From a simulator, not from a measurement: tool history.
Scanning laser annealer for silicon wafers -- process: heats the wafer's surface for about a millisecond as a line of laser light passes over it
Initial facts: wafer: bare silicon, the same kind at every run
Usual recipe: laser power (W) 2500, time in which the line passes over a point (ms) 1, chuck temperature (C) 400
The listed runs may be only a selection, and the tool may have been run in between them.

run	day	laser power (W)	time in which the line passes over a point (ms)	chuck temperature (C)	highest temperature of the surface (C)
1	0	2500	1	400	1167
2	0.288	2500	1	400	1171
3	0.562	2500	1	400	1167
4	0.729	2500	1	400	1170
5	0.912	2500	1	400	1167
6	1.071	2500	1	400	1166
7	1.329	2500	1	400	1165
# day 1.558: optics aligned, line set to its width
8	1.808	2500	1	400	1162
9	2.004	2500	1	400	1167
10	2.321	2500	1	363	1124
11	2.6	2500	1	363	1119
# day 3.012: optics aligned, line set to its width, once more
12	3.017	2500	1	363	1142
13	3.383	2500	1	363	1140
14	3.738	2500	1.23	414	1284
15	3.9	2451	1.23	430	1283
16	4.258	2451	1.23	430	1286
17	4.55	2579	0.72	400	1072
18	4.708	2259	0.72	400	984
19	4.921	2198	0.86	400	1023
20	5.175	2727	0.86	400	1181

Run 21 is up next; what results do you expect?
21	5.483	2698	1.1	361	?

Run 21 measured highest temperature of the surface (C) 1251.
Had the tool carried no hidden state, the very same run would have given highest temperature of the surface (C) 1264.
